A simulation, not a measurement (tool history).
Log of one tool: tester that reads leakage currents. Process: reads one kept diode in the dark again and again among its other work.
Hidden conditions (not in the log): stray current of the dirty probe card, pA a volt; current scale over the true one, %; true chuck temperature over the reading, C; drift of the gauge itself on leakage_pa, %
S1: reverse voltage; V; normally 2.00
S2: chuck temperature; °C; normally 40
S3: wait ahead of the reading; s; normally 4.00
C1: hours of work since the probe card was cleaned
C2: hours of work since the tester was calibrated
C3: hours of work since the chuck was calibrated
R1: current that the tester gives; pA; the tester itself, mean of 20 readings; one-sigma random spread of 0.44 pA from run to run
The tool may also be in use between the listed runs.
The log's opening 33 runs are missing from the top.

| run | hour | S1 | S2 | S3 | C1 | C2 | C3 | R1 |
|---|---|---|---|---|---|---|---|---|
| 34 | 999.6 | 1.74 | 30 | 0.49 | 2015 | 1052 | 1689 | 66.99 |
| 35 | 1032.6 | 2.00 | 34 | 0.36 | 2037 | 1074 | 1710 | 99.87 |
| 36 | 1075.6 | 2.00 | 40 | 2.27 | 2065 | 1102 | 1739 | 162.07 |
| 37 | 1103.6 | 2.00 | 36 | 0.54 | 2084 | 1121 | 1757 | 117.90 |
| 38 | 1138.9 | 1.02 | 26 | 4.00 | 2107 | 1144 | 1781 | 38.17 |
| 39 | 1174.0 | 1.02 | 26 | 4.00 | 2131 | 1167 | 1804 | 38.35 |
| 40 | 1204.2 | 6.53 | 44 | 1.70 | 2151 | 1187 | 1824 | 348.46 |
| 41 | 1249.2 | 9.06 | 31 | 0.36 | 2180 | 1217 | 1854 | 144.78 |

Here are 3 independent what-if runs from the current tool condition. What would each one return?
| A | 1276.1 | 18.74 | 31 | 0.36 | 2198 | 1235 | 1872 | ? |
| B | 1276.1 | 2.00 | 40 | 3.97 | 2198 | 1235 | 1872 | ? |
| C | 1276.1 | 9.06 | 57 | 0.36 | 2198 | 1235 | 1872 | ? |

| run | R1 |
|---|---|
| A | 200.16 |
| B | 162.67 |
| C | 1065.61 |
What these runs would have given with no unlogged condition in the tool:
| run | R1 |
|---|---|
| A | 174.46 |
| B | 146.03 |
| C | 969.46 |

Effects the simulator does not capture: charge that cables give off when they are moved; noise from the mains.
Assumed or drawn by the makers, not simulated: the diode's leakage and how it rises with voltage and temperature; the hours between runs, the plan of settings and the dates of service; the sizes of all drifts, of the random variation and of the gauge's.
